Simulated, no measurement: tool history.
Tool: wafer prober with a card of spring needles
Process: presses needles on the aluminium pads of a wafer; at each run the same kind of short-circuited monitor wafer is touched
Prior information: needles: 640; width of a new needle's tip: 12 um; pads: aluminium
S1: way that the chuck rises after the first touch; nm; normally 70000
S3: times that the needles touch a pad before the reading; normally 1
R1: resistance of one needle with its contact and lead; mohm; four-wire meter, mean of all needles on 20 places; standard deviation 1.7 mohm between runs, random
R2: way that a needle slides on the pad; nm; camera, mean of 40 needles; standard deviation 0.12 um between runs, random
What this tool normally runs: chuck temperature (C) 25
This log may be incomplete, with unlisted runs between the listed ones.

{"run": 1, "hour": 0.0, "S1": 70000, "chuck temperature (C)": 25, "S3": 1, "R1": 205, "R2": 15540}
{"hour": 1.6, "done": "tips cleaned on abrasive film"}
{"hour": 7.9, "done": "tips cleaned on abrasive film"}
{"hour": 14.2, "done": "tips cleaned on abrasive film"}
{"hour": 22.0, "done": "tips cleaned on abrasive film"}
{"hour": 28.2, "done": "tips cleaned on abrasive film"}
{"run": 2, "hour": 29.3, "S1": 70000, "chuck temperature (C)": 25, "S3": 1, "R1": 188, "R2": 15710}
{"hour": 35.5, "done": "tips cleaned on abrasive film"}
{"hour": 43.3, "done": "tips cleaned on abrasive film"}
{"hour": 51.2, "done": "tips cleaned on abrasive film"}
{"hour": 59.0, "done": "tips cleaned on abrasive film"}
{"run": 3, "hour": 62.3, "S1": 70000, "chuck temperature (C)": 47, "S3": 1, "R1": 208, "R2": 15610}
{"hour": 65.5, "done": "tips cleaned on abrasive film"}
{"hour": 71.8, "done": "tips cleaned on abrasive film"}
{"hour": 78.1, "done": "tips cleaned on abrasive film"}
{"hour": 85.9, "done": "tips cleaned on abrasive film"}
{"hour": 92.1, "done": "tips cleaned on abrasive film"}
{"run": 4, "hour": 95.5, "S1": 70000, "chuck temperature (C)": 25, "S3": 2, "R1": 191, "R2": 15480}
{"hour": 98.7, "done": "tips cleaned on abrasive film"}
{"hour": 104.9, "done": "tips cleaned on abrasive film"}
{"hour": 111.2, "done": "tips cleaned on abrasive film"}
{"hour": 119.0, "done": "tips cleaned on abrasive film"}
{"run": 5, "hour": 120.2, "S1": 75000, "chuck temperature (C)": 25, "S3": 2, "R1": 180, "R2": 16340}
{"hour": 126.4, "done": "tips cleaned on abrasive film"}
{"hour": 134.3, "done": "tips cleaned on abrasive film"}
{"hour": 140.5, "done": "tips cleaned on abrasive film"}
{"hour": 148.3, "done": "tips cleaned on abrasive film"}
{"hour": 151.7, "done": "height of the first contact set anew"}
{"hour": 156.0, "done": "tips cleaned on abrasive film"}
{"run": 6, "hour": 156.0, "S1": 75000, "chuck temperature (C)": 25, "S3": 2, "R1": 180, "R2": 17150}
{"hour": 162.3, "done": "tips cleaned on abrasive film"}
{"hour": 168.5, "done": "tips cleaned on abrasive film"}
{"hour": 176.3, "done": "tips cleaned on abrasive film"}
{"hour": 182.6, "done": "tips cleaned on abrasive film"}
{"run": 7, "hour": 184.3, "S1": 70000, "chuck temperature (C)": 25, "S3": 1, "R1": 191, "R2": 15920}
{"hour": 189.1, "done": "tips cleaned on abrasive film"}
{"hour": 196.9, "done": "tips cleaned on abrasive film"}
{"hour": 204.7, "done": "tips cleaned on abrasive film"}
{"run": 8, "hour": 204.9, "S1": 70000, "chuck temperature (C)": 86, "S3": 1, "R1": 194, "R2": 16140}
{"hour": 211.2, "done": "tips cleaned on abrasive film"}
{"hour": 217.4, "done": "tips cleaned on abrasive film"}
{"hour": 225.2, "done": "tips cleaned on abrasive film"}
{"hour": 233.0, "done": "tips cleaned on abrasive film"}
{"run": 9, "hour": 235.5, "S1": 70000, "chuck temperature (C)": 86, "S3": 1, "R1": 211, "R2": 15840}
{"hour": 240.2, "done": "tips cleaned on abrasive film"}
{"hour": 246.5, "done": "tips cleaned on abrasive film"}
{"hour": 253.0, "done": "tips cleaned on abrasive film"}
{"run": 10, "hour": 253.0, "S1": 70000, "chuck temperature (C)": 86, "S3": 1, "R1": 196, "R2": 15780}
{"hour": 260.8, "done": "tips cleaned on abrasive film"}
{"hour": 268.6, "done": "tips cleaned on abrasive film"}
{"hour": 274.8, "done": "tips cleaned on abrasive film"}
{"hour": 281.7, "done": "tips cleaned on abrasive film"}
{"run": 11, "hour": 281.7, "S1": 70000, "chuck temperature (C)": 86, "S3": 2, "R1": 197, "R2": 15900}
{"hour": 289.5, "done": "tips cleaned on abrasive film"}
{"hour": 297.3, "done": "tips cleaned on abrasive film"}
{"run": 12, "hour": 300.2, "S1": 70000, "chuck temperature (C)": 86, "S3": 2, "R1": 209, "R2": 15820}
{"hour": 304.9, "done": "tips cleaned on abrasive film"}
{"hour": 311.1, "done": "tips cleaned on abrasive film"}
{"hour": 319.0, "done": "tips cleaned on abrasive film"}
{"run": 13, "hour": 322.7, "S1": 70000, "chuck temperature (C)": 86, "S3": 2, "R1": 210, "R2": 15630}
{"hour": 325.8, "done": "tips cleaned on abrasive film"}
{"hour": 332.1, "done": "tips cleaned on abrasive film"}
{"hour": 338.4, "done": "tips cleaned on abrasive film"}
{"run": 14, "hour": 340.6, "S1": 70000, "chuck temperature (C)": 86, "S3": 2, "R1": 203, "R2": 15470}
{"hour": 345.4, "done": "tips cleaned on abrasive film"}
{"hour": 351.6, "done": "tips cleaned on abrasive film"}
{"hour": 357.9, "done": "tips cleaned on abrasive film"}
{"run": 15, "hour": 362.1, "S1": 70000, "chuck temperature (C)": 86, "S3": 2, "R1": 210, "R2": 15440}
{"hour": 365.3, "done": "tips cleaned on abrasive film"}
{"hour": 371.6, "done": "tips cleaned on abrasive film"}
{"hour": 377.9, "done": "tips cleaned on abrasive film"}
{"run": 16, "hour": 379.6, "S1": 70000, "chuck temperature (C)": 76, "S3": 2, "R1": 202, "R2": 15410}
{"hour": 384.3, "done": "tips cleaned on abrasive film"}
{"hour": 390.6, "done": "tips cleaned on abrasive film"}
{"hour": 396.8, "done": "tips cleaned on abrasive film"}
{"hour": 403.1, "done": "tips cleaned on abrasive film"}
{"run": 17, "hour": 408.3, "S1": 70000, "chuck temperature (C)": 76, "S3": 2, "R1": 213, "R2": 15640}
{"hour": 409.9, "done": "tips cleaned on abrasive film"}
{"hour": 416.2, "done": "tips cleaned on abrasive film"}
{"hour": 422.5, "done": "tips cleaned on abrasive film"}
{"hour": 430.3, "done": "tips cleaned on abrasive film"}
{"run": 18, "hour": 432.9, "S1": 57000, "chuck temperature (C)": 68, "S3": 1, "R1": 221, "R2": 12290}
{"hour": 437.6, "done": "tips cleaned on abrasive film"}
{"hour": 445.5, "done": "tips cleaned on abrasive film"}
{"run": 19, "hour": 450.0, "S1": 59000, "chuck temperature (C)": 33, "S3": 2, "R1": 209, "R2": 12970}
{"hour": 453.2, "done": "tips cleaned on abrasive film"}
{"hour": 461.0, "done": "tips cleaned on abrasive film"}
{"hour": 466.0, "done": "height of the first contact set anew"}
{"hour": 469.1, "done": "tips cleaned on abrasive film"}
{"hour": 475.4, "done": "tips cleaned on abrasive film"}
{"hour": 481.8, "done": "tips cleaned on abrasive film"}
{"run": 20, "hour": 481.8, "S1": 63000, "chuck temperature (C)": 29, "S3": 1, "R1": 192, "R2": 14170}
{"hour": 488.1, "done": "tips cleaned on abrasive film"}
{"hour": 494.4, "done": "tips cleaned on abrasive film"}
{"run": 21, "hour": 498.8, "S1": 63000, "chuck temperature (C)": 29, "S3": 1, "R1": 214, "R2": 14390}
{"hour": 501.9, "done": "tips cleaned on abrasive film"}
{"hour": 508.2, "done": "tips cleaned on abrasive film"}
{"hour": 514.5, "done": "tips cleaned on abrasive film"}
{"hour": 522.3, "done": "tips cleaned on abrasive film"}
{"run": 22, "hour": 526.5, "S1": 88000, "chuck temperature (C)": 25, "S3": 3, "R1": 185, "R2": 20100}
{"hour": 529.7, "done": "tips cleaned on abrasive film"}
{"hour": 537.5, "done": "tips cleaned on abrasive film"}
{"hour": 545.3, "done": "tips cleaned on abrasive film"}
{"run": 23, "hour": 550.8, "S1": 66000, "chuck temperature (C)": 25, "S3": 1, "R1": 219, "R2": 14910}
{"hour": 552.4, "done": "tips cleaned on abrasive film"}
{"hour": 560.2, "done": "tips cleaned on abrasive film"}
{"hour": 566.5, "done": "tips cleaned on abrasive film"}
{"run": 24, "hour": 566.9, "S1": 70000, "chuck temperature (C)": 73, "S3": 2, "R1": 196, "R2": 15910}
{"hour": 573.2, "done": "tips cleaned on abrasive film"}
{"hour": 579.5, "done": "tips cleaned on abrasive film"}
{"hour": 587.3, "done": "tips cleaned on abrasive film"}
{"run": 25, "hour": 587.3, "S1": 70000, "chuck temperature (C)": 109, "S3": 1, "R1": 203, "R2": 15670}
{"hour": 593.6, "done": "tips cleaned on abrasive film"}
{"hour": 601.4, "done": "tips cleaned on abrasive film"}
{"hour": 607.7, "done": "tips cleaned on abrasive film"}
{"run": 26, "hour": 608.0, "S1": 69000, "chuck temperature (C)": 25, "S3": 1, "R1": 190, "R2": 15500}
{"hour": 614.3, "done": "tips cleaned on abrasive film"}
{"hour": 620.6, "done": "tips cleaned on abrasive film"}
{"run": 27, "hour": 624.2, "S1": 69000, "chuck temperature (C)": 25, "S3": 1, "R1": 211, "R2": 15440}

3 options for the next run, each taken on its own from the tool as it stands now. Forecast them:
{"hour": 627.4, "done": "tips cleaned on abrasive film"}
{"hour": 633.7, "done": "tips cleaned on abrasive film"}
{"hour": 639.9, "done": "tips cleaned on abrasive film"}
{"hour": 646.2, "done": "tips cleaned on abrasive film"}
{"run": "A", "hour": 649.9, "S1": 87000, "chuck temperature (C)": 123, "S3": 1, "R1": "?", "R2": "?"}
{"hour": 627.4, "done": "tips cleaned on abrasive film"}
{"hour": 633.7, "done": "tips cleaned on abrasive film"}
{"hour": 639.9, "done": "tips cleaned on abrasive film"}
{"hour": 646.2, "done": "tips cleaned on abrasive film"}
{"run": "B", "hour": 649.9, "S1": 70000, "chuck temperature (C)": 35, "S3": 2, "R1": "?", "R2": "?"}
{"hour": 627.4, "done": "tips cleaned on abrasive film"}
{"hour": 633.7, "done": "tips cleaned on abrasive film"}
{"hour": 639.9, "done": "tips cleaned on abrasive film"}
{"hour": 646.2, "done": "tips cleaned on abrasive film"}
{"run": "C", "hour": 649.9, "S1": 87000, "chuck temperature (C)": 40, "S3": 2, "R1": "?", "R2": "?"}

run=A R1=211 R2=19570
run=B R1=202 R2=15680
run=C R1=193 R2=19430
Without the tool's hidden state the same runs would have given:
run=A R1=194 R2=20120
run=B R1=182 R2=16230
run=C R1=180 R2=19980
